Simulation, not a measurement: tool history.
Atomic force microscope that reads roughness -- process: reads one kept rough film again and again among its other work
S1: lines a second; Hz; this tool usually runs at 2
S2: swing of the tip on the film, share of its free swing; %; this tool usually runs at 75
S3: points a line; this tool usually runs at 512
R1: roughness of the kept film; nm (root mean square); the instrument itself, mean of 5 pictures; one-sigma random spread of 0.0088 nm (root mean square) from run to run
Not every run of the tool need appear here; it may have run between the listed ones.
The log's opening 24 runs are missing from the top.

run   hour    S1  S2   S3     R1
 25  225.2     2  63  369  1.574
 26  230.2     2  63  369  1.546
 27  236.7  1.38  59  369  1.558
 28  242.7  1.38  59  681  1.554
 29  248.4  1.27  61  347  1.534
 30  254.2   1.7  77  317  1.476
     260.7  -- new tip fitted
 31  261.3  2.74  72  547  1.937
 32  268.4  0.77  85  512  1.943
 33  278.5  0.69  85  562  1.925
 34  286.2  0.69  85  562  1.897
 35  295.5  1.55  79  637  1.846
 36  303.1  0.61  62  808  1.895
 37  311.8  1.78  70  327  1.798
 38  322.9  1.78  83  714  1.743
 39  331.2  3.52  56  261  1.718

Run 40 comes next. What will it give?
 40  337.9  3.52  73  261   ?

Run 40 yielded R1 1.652 nm (root mean square).
With no hidden state in the tool, this same run would have given R1 1.877 nm (root mean square).
